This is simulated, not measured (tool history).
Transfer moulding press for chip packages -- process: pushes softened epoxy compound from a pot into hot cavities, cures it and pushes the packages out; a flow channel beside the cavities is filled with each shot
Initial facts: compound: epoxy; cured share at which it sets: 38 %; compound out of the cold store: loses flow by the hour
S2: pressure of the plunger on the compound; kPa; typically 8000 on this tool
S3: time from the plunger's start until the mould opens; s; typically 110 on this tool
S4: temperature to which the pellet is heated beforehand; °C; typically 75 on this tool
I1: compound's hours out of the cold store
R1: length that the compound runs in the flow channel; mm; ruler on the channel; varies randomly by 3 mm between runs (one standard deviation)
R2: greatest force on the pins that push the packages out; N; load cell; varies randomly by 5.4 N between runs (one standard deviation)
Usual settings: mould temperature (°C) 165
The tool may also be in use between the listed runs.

Run 1, hour 0: usual settings; I1 19.2. Result: R1 778 mm, R2 186 N.
Run 2, hour 78.9: usual settings; I1 47.6. Result: R1 679 mm, R2 187 N.
Run 3, hour 119.2: usual settings but S3 90 s; I1 45.1. Result: R1 685 mm, R2 251 N.
At hour 156: plunger's sealing rings changed.
At hour 157.5: cavities cleaned with cleaning compound and waxed.
Run 4, hour 166.9: usual settings but S3 90 s; I1 14.9. Result: R1 788 mm, R2 273 N.
Run 5, hour 250: usual settings but S3 90 s; I1 16.8. Result: R1 782 mm, R2 265 N.
Run 6, hour 296.7: usual settings but S3 90 s; I1 37.2. Result: R1 708 mm, R2 241 N.
At hour 317.4: cavities cleaned with cleaning compound and waxed.
Run 7, hour 346.1: usual settings but S3 90 s; I1 24.2. Result: R1 753 mm, R2 250 N.
Run 8, hour 417.2: usual settings but S2 9950 kPa; I1 36.1. Result: R1 794 mm, R2 183 N.
Run 9, hour 467.2: usual settings but S2 9950 kPa, S3 127 s; I1 14.2. Result: R1 887 mm, R2 170 N.
At hour 474: cavities cleaned with cleaning compound and waxed.
Run 10, hour 537.3: usual settings but S2 9950 kPa, S3 127 s; I1 45.9. Result: R1 761 mm, R2 165 N.
Run 11, hour 578.3: usual settings but S2 9950 kPa, S3 127 s; I1 38.1. Result: R1 783 mm, R2 162 N.
At hour 629.5: cavities cleaned with cleaning compound and waxed.
Run 12, hour 660.6: usual settings but S4 74 °C; I1 43.8. Result: R1 695 mm, R2 186 N.
Run 13, hour 710.8: usual settings; I1 38.8. Result: R1 704 mm, R2 186 N.
Run 14, hour 749.3: usual settings; I1 29.9. Result: R1 735 mm, R2 187 N.
At hour 789.4: cavities cleaned with cleaning compound and waxed.
Run 15, hour 817.3: usual settings but S4 84 °C; I1 38. Result: R1 714 mm, R2 177 N.
At hour 869.2: plunger's sealing rings changed.
Run 16, hour 875.7: usual settings but S3 133 s, S4 69 °C; I1 13.5. Result: R1 794 mm, R2 166 N.
Run 17, hour 939.5: usual settings but mould temperature (°C) 172, S4 69 °C; I1 23.5. Result: R1 732 mm, R2 163 N.
At hour 949.1: cavities cleaned with cleaning compound and waxed.
At hour 968.4: mould's thermocouples calibrated.
Run 18, hour 1024: usual settings but mould temperature (°C) 172, S4 69 °C; I1 47.8. Result: R1 663 mm, R2 165 N.
At hour 1106.3: cavities cleaned with cleaning compound and waxed.
Run 19, hour 1111.4: usual settings but mould temperature (°C) 172, S4 69 °C; I1 41.5. Result: R1 675 mm, R2 167 N.
Run 20, hour 1150.6: usual settings but mould temperature (°C) 159, S3 93 s, S4 69 °C; I1 42.3. Result: R1 718 mm, R2 359 N.
Run 21, hour 1204: usual settings but mould temperature (°C) 160, S3 125 s; I1 44.2. Result: R1 704 mm, R2 191 N.
Run 22, hour 1244.1: usual settings but mould temperature (°C) 160, S3 125 s; I1 39.2. Result: R1 722 mm, R2 204 N.
At hour 1261.9: cavities cleaned with cleaning compound and waxed.
Run 23, hour 1296: usual settings but mould temperature (°C) 158, S2 6750 kPa, S3 140 s, S4 77 °C; I1 44.9. Result: R1 656 mm, R2 184 N.
Run 24, hour 1365.9: usual settings but mould temperature (°C) 158, S2 6750 kPa, S3 140 s, S4 77 °C; I1 23.2. Result: R1 725 mm, R2 193 N.
Run 25, hour 1404.3: usual settings but mould temperature (°C) 158, S2 6750 kPa, S3 140 s, S4 77 °C; I1 14.9. Result: R1 754 mm, R2 196 N.
At hour 1417: cavities cleaned with cleaning compound and waxed.
Run 26, hour 1455.6: usual settings but mould temperature (°C) 170, S3 95 s, S4 82 °C; I1 10.7. Result: R1 785 mm, R2 178 N.

Run 27, settings as shown, results not yet in. Your forecast:
Run 27, hour 1543: usual settings but mould temperature (°C) 172, S4 71 °C; I1 43.5. Result: R1 ?, R2 ?.

R1: 665 mm
R2: 170 N
Minus the tool's unlogged condition, the same run would have read R1 665 mm, R2 168 N.
